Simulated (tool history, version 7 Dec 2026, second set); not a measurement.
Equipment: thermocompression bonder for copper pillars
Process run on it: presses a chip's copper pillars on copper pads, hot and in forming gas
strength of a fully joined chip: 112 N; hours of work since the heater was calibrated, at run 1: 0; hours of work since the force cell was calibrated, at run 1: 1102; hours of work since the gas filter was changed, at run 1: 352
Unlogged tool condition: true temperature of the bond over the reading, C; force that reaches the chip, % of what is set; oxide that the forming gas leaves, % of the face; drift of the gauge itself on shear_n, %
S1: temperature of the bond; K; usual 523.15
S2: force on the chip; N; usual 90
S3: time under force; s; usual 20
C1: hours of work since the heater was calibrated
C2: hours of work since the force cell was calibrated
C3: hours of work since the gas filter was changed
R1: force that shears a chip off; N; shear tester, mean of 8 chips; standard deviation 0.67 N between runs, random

{"run": 1, "hour": 0.0, "S1": 523.15, "S2": 90, "S3": 20, "C1": 0, "C2": 1102, "C3": 352, "R1": 41.6}
{"hour": 11.7, "done": "forming gas filter changed"}
{"run": 2, "hour": 55.4, "S1": 523.15, "S2": 90, "S3": 20, "C1": 35, "C2": 1137, "C3": 28, "R1": 43.0}
{"run": 3, "hour": 114.5, "S1": 523.15, "S2": 90, "S3": 20, "C1": 73, "C2": 1175, "C3": 66, "R1": 42.1}
{"run": 4, "hour": 194.8, "S1": 523.15, "S2": 90, "S3": 20, "C1": 124, "C2": 1227, "C3": 117, "R1": 42.1}
{"run": 5, "hour": 245.6, "S1": 523.15, "S2": 90, "S3": 20, "C1": 157, "C2": 1259, "C3": 150, "R1": 41.6}
{"run": 6, "hour": 287.1, "S1": 531.15, "S2": 90, "S3": 20, "C1": 183, "C2": 1286, "C3": 176, "R1": 44.6}
{"run": 7, "hour": 386.8, "S1": 531.15, "S2": 90, "S3": 20, "C1": 247, "C2": 1349, "C3": 240, "R1": 45.2}
{"run": 8, "hour": 454.4, "S1": 531.15, "S2": 90, "S3": 20, "C1": 290, "C2": 1393, "C3": 283, "R1": 44.7}
{"run": 9, "hour": 519.3, "S1": 531.15, "S2": 90, "S3": 20, "C1": 332, "C2": 1434, "C3": 325, "R1": 43.3}
{"run": 10, "hour": 566.8, "S1": 531.15, "S2": 90, "S3": 20, "C1": 362, "C2": 1465, "C3": 355, "R1": 42.3}
{"hour": 574.6, "done": "forming gas filter changed"}
{"run": 11, "hour": 639.7, "S1": 531.15, "S2": 90, "S3": 20, "C1": 409, "C2": 1511, "C3": 42, "R1": 45.9}
{"run": 12, "hour": 728.4, "S1": 528.15, "S2": 90, "S3": 20, "C1": 465, "C2": 1568, "C3": 98, "R1": 42.2}
{"run": 13, "hour": 788.0, "S1": 528.15, "S2": 73, "S3": 20, "C1": 504, "C2": 1606, "C3": 137, "R1": 33.1}
{"run": 14, "hour": 837.5, "S1": 528.15, "S2": 73, "S3": 20, "C1": 535, "C2": 1637, "C3": 168, "R1": 32.6}
{"hour": 855.3, "done": "force cell calibrated"}
{"run": 15, "hour": 934.1, "S1": 523.15, "S2": 90, "S3": 20, "C1": 596, "C2": 50, "C3": 229, "R1": 42.3}
{"run": 16, "hour": 980.8, "S1": 523.15, "S2": 90, "S3": 20, "C1": 626, "C2": 80, "C3": 259, "R1": 41.7}
{"hour": 988.8, "done": "heater calibrated with a thermocouple chip"}
{"run": 17, "hour": 1060.5, "S1": 523.15, "S2": 90, "S3": 20, "C1": 46, "C2": 130, "C3": 309, "R1": 41.2}
{"run": 18, "hour": 1121.8, "S1": 523.15, "S2": 90, "S3": 20, "C1": 85, "C2": 169, "C3": 348, "R1": 40.4}
{"hour": 1139.6, "done": "forming gas filter changed"}
{"run": 19, "hour": 1200.6, "S1": 523.15, "S2": 90, "S3": 20, "C1": 135, "C2": 219, "C3": 39, "R1": 42.3}
{"run": 20, "hour": 1291.9, "S1": 533.15, "S2": 90, "S3": 20, "C1": 194, "C2": 278, "C3": 97, "R1": 46.1}
{"run": 21, "hour": 1351.1, "S1": 523.15, "S2": 118, "S3": 20, "C1": 231, "C2": 316, "C3": 135, "R1": 54.6}
{"hour": 1377.9, "done": "heater calibrated with a thermocouple chip, once more"}
{"run": 22, "hour": 1417.6, "S1": 523.15, "S2": 123, "S3": 33, "C1": 25, "C2": 357, "C3": 177, "R1": 70.6}
{"run": 23, "hour": 1460.8, "S1": 523.15, "S2": 123, "S3": 26, "C1": 53, "C2": 384, "C3": 204, "R1": 64.2}
{"run": 24, "hour": 1554.4, "S1": 515.15, "S2": 90, "S3": 20, "C1": 113, "C2": 444, "C3": 264, "R1": 38.9}
{"run": 25, "hour": 1639.1, "S1": 538.15, "S2": 63, "S3": 15, "C1": 167, "C2": 499, "C3": 318, "R1": 29.3}
{"hour": 1708.5, "done": "forming gas filter changed"}
{"run": 26, "hour": 1717.9, "S1": 519.15, "S2": 63, "S3": 15, "C1": 217, "C2": 549, "C3": 6, "R1": 24.6}
{"run": 27, "hour": 1799.0, "S1": 522.15, "S2": 68, "S3": 20, "C1": 269, "C2": 601, "C3": 58, "R1": 31.2}
{"run": 28, "hour": 1873.8, "S1": 522.15, "S2": 68, "S3": 20, "C1": 317, "C2": 648, "C3": 106, "R1": 30.3}
{"run": 29, "hour": 1974.3, "S1": 522.15, "S2": 68, "S3": 20, "C1": 381, "C2": 713, "C3": 170, "R1": 29.5}
{"run": 30, "hour": 2068.1, "S1": 522.15, "S2": 68, "S3": 20, "C1": 441, "C2": 773, "C3": 230, "R1": 28.9}
{"run": 31, "hour": 2130.4, "S1": 503.15, "S2": 90, "S3": 20, "C1": 481, "C2": 813, "C3": 270, "R1": 33.0}
{"run": 32, "hour": 2171.2, "S1": 523.15, "S2": 94, "S3": 37, "C1": 507, "C2": 839, "C3": 296, "R1": 55.3}
{"run": 33, "hour": 2260.6, "S1": 529.15, "S2": 90, "S3": 26, "C1": 564, "C2": 896, "C3": 353, "R1": 47.5}
{"hour": 2273.7, "done": "forming gas filter changed"}
{"run": 34, "hour": 2316.8, "S1": 526.15, "S2": 87, "S3": 20, "C1": 600, "C2": 932, "C3": 28, "R1": 40.1}
{"run": 35, "hour": 2406.8, "S1": 523.15, "S2": 113, "S3": 16, "C1": 658, "C2": 989, "C3": 85, "R1": 47.6}
{"run": 36, "hour": 2480.7, "S1": 523.15, "S2": 113, "S3": 16, "C1": 705, "C2": 1036, "C3": 132, "R1": 47.5}
{"run": 37, "hour": 2563.9, "S1": 523.15, "S2": 113, "S3": 16, "C1": 758, "C2": 1090, "C3": 186, "R1": 47.1}
{"run": 38, "hour": 2618.5, "S1": 523.15, "S2": 90, "S3": 11, "C1": 793, "C2": 1125, "C3": 221, "R1": 31.6}
{"run": 39, "hour": 2682.1, "S1": 528.15, "S2": 56, "S3": 16, "C1": 834, "C2": 1165, "C3": 261, "R1": 21.3}

Below, some changes in R1 between adjacent runs. For each, the amount present without the hidden state too (settings, incoming material, random variation) and the amount remaining for the hidden state with gauge scatter not shared by both compared results:
Run 14 -> 15: S1 528.15 -> 523.15, S2 73 -> 90, force cell calibrated. R1 +9.7 N: hidden state +1.5, all else +8.2.
Run 21 -> 22: S2 118 -> 123, S3 20 -> 33, heater calibrated with a thermocouple chip, once more. R1 +16.0 N: hidden state +3.6, all else +12.4.
Run 23 -> 24: S1 523.15 -> 515.15, S2 123 -> 90, S3 26 -> 20. R1 -25.3 N: hidden state +0.1, all else -25.4.
Run 31 -> 32: S1 503.15 -> 523.15, S2 90 -> 94, S3 20 -> 37. R1 +22.3 N: hidden state -1.6, all else +23.9.
